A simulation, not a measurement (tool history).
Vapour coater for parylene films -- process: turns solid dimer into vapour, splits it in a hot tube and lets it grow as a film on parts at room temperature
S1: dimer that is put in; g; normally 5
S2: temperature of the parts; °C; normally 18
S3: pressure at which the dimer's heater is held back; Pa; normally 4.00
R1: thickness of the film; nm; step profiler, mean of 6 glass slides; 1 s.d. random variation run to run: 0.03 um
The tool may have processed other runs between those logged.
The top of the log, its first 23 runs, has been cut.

| run | hour | S1 | S2 | S3 | R1 |
|---|---|---|---|---|---|
| 24 | 669.8 | 5 | 18 | 4.00 | 2560 |
| 25 | 691.2 | 2 | 28 | 11.08 | 550 |
| 26 | 729.1 | 2 | 28 | 11.08 | 560 |
|  | 748.9 | trap's valve overhauled |
| 27 | 754.0 | 5 | 18 | 11.74 | 2260 |
| 28 | 773.4 | 5 | 18 | 11.74 | 2240 |
| 29 | 801.6 | 3 | 21 | 2.80 | 1670 |
| 30 | 819.1 | 3 | 21 | 2.80 | 1660 |
| 31 | 847.0 | 8 | 18 | 4.00 | 4600 |
| 32 | 884.0 | 2 | 18 | 3.74 | 1150 |
| 33 | 914.2 | 2 | 18 | 3.74 | 1160 |
| 34 | 939.2 | 2 | 18 | 3.74 | 1120 |
| 35 | 972.5 | 2 | 18 | 3.74 | 1110 |
| 36 | 993.2 | 5 | 23 | 3.04 | 2440 |
| 37 | 1021.9 | 6 | 17 | 3.90 | 3410 |
| 38 | 1049.7 | 4 | 18 | 5.86 | 2000 |
| 39 | 1069.5 | 6 | 18 | 2.73 | 3530 |
| 40 | 1091.5 | 3 | 22 | 2.73 | 1490 |
| 41 | 1123.5 | 7 | 22 | 2.73 | 3440 |
| 42 | 1142.1 | 5 | 11 | 4.00 | 3350 |
| 43 | 1174.2 | 9 | 17 | 3.79 | 5070 |
| 44 | 1210.1 | 3 | 18 | 3.55 | 1610 |
| 45 | 1249.3 | 3 | 18 | 3.55 | 1630 |
| 46 | 1287.3 | 6 | 18 | 2.42 | 3450 |
| 47 | 1311.0 | 6 | 18 | 2.42 | 3470 |

4 ways to go on from here, each from the tool as it stands after run 47. What would each give?
|  | 1336.5 | trap's valve overhauled |
| A | 1344.5 | 3 | 18 | 4.00 | ? |
|  | 1336.5 | trap's valve overhauled |
| B | 1344.5 | 5 | 25 | 4.00 | ? |
|  | 1336.5 | trap's valve overhauled |
| C | 1344.5 | 6 | 16 | 5.39 | ? |
|  | 1336.5 | trap's valve overhauled |
| D | 1344.5 | 4 | 17 | 9.69 | ? |

| run | R1 |
|---|---|
| A | 1810 |
| B | 2260 |
| C | 3560 |
| D | 1980 |
Had the tool no hidden state, the same runs would have come out as:
| run | R1 |
|---|---|
| A | 1760 |
| B | 2190 |
| C | 3450 |
| D | 1920 |
